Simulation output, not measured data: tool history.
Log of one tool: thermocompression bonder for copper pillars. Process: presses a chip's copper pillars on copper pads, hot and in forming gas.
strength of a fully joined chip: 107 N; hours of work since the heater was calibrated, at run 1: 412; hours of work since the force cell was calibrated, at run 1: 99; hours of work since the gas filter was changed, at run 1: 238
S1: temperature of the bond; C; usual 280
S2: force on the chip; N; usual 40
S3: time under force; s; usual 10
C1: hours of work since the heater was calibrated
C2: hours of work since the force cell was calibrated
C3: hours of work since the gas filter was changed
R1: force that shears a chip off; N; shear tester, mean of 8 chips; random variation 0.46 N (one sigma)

run	hour	S1	S2	S3	C1	C2	C3	R1
1	0	280	40	10	412	99	238	66.5
2	4.3	280	40	10	416	102	241	66.7
3	11.4	280	40	10	421	107	246	66.6
4	19	292	40	10	426	113	252	74.1
5	26.5	292	40	10	432	118	257	74.1
6	34.9	292	40	10	438	124	263	74.2
7	41.1	280	40	10	442	129	268	66
8	50	280	40	10	449	135	274	66.4
9	58.7	280	40	10	455	142	281	66
10	65	280	30	10	460	146	285	55.6
11	73.3	280	30	10	466	152	291	56.3
12	80.3	280	30	10	471	157	296	55.4
13	88.1	280	30	10	476	163	302	56
14	93.6	280	45	10	480	167	306	69.2
15	100.9	278	40	10	486	172	311	64.8
16	105.4	278	40	10	489	175	315	64.2
# hour 107.8: heater calibrated with a thermocouple chip
17	114.7	278	40	10	5	181	320	61.3
18	118.6	280	40	18	8	184	323	73.6
19	123	280	60	18	11	187	326	85.5
20	129.7	280	60	18	16	192	331	85.2
# hour 136.7: heater calibrated with a thermocouple chip, once more
21	140.5	266	60	10	3	198	337	77
22	147.3	297	40	10	8	203	342	81.6
23	155.4	285	45	23	14	209	348	91
24	163.7	262	40	22	20	215	354	73.2
25	171.5	262	40	22	25	220	360	74.6
# hour 175.3: forming gas filter changed
26	177.4	297	45	12	29	224	1	91.8
27	183.8	297	45	12	34	229	6	91.8
28	188.7	257	40	13	37	233	10	64
29	196.2	257	40	13	43	238	15	64.5
30	201.1	256	37	5	46	242	19	43.3
31	209.4	280	40	19	52	248	25	85.4
32	218.1	280	40	10	59	254	31	75
33	223.6	280	40	10	63	258	35	75
34	230.9	280	40	10	68	263	40	75.4
35	235.5	280	40	10	71	267	44	74.7
36	243.8	280	40	15	77	273	50	82.1
37	251.2	280	40	15	83	278	55	80.9
38	258.5	304	26	10	88	283	60	74
39	262.8	304	26	10	91	286	63	73.6
40	269	304	26	10	96	291	68	74.4

Forecast each of these 3 alternatives for the next run:
A	273.7	263	26	9	99	294	71	?
B	273.7	283	54	9	99	294	71	?
C	273.7	303	29	10	99	294	71	?

run	R1
A	44.8
B	84.6
C	76.6
Without the tool's hidden state the same runs would have given:
run	R1
A	45.8
B	85.8
C	77.7
